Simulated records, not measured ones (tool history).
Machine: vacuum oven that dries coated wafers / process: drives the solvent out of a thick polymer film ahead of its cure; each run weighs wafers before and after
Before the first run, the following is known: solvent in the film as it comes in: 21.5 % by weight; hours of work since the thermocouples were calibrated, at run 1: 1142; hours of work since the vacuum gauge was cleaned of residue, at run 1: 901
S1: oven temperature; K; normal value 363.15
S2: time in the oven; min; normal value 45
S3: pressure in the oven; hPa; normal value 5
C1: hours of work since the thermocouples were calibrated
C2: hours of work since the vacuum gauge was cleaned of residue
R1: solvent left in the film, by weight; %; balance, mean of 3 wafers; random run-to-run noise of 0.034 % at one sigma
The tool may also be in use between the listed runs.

{"run": 1, "hour": 0.0, "S1": 363.15, "S2": 45, "S3": 5, "C1": 1142, "C2": 901, "R1": 3.94}
{"run": 2, "hour": 87.5, "S1": 363.15, "S2": 45, "S3": 10.8, "C1": 1189, "C2": 948, "R1": 4.18}
{"run": 3, "hour": 148.4, "S1": 363.15, "S2": 45, "S3": 10.8, "C1": 1222, "C2": 981, "R1": 4.28}
{"run": 4, "hour": 230.1, "S1": 363.15, "S2": 45, "S3": 5, "C1": 1267, "C2": 1025, "R1": 3.84}
{"run": 5, "hour": 331.4, "S1": 363.15, "S2": 51, "S3": 5, "C1": 1322, "C2": 1080, "R1": 3.27}
{"run": 6, "hour": 416.0, "S1": 363.15, "S2": 45, "S3": 5, "C1": 1367, "C2": 1126, "R1": 3.92}
{"run": 7, "hour": 484.8, "S1": 363.15, "S2": 60, "S3": 5, "C1": 1405, "C2": 1163, "R1": 2.49}
{"run": 8, "hour": 576.3, "S1": 363.15, "S2": 41, "S3": 5, "C1": 1454, "C2": 1213, "R1": 4.41}

Run 9, settings as shown, results not yet in. Your forecast:
{"run": 9, "hour": 653.1, "S1": 363.15, "S2": 41, "S3": 5, "C1": 1496, "C2": 1255, "R1": "?"}

R1: 4.37 %
If the tool had no hidden condition, the same run with the same run-to-run variation would have returned R1 4.83 %.
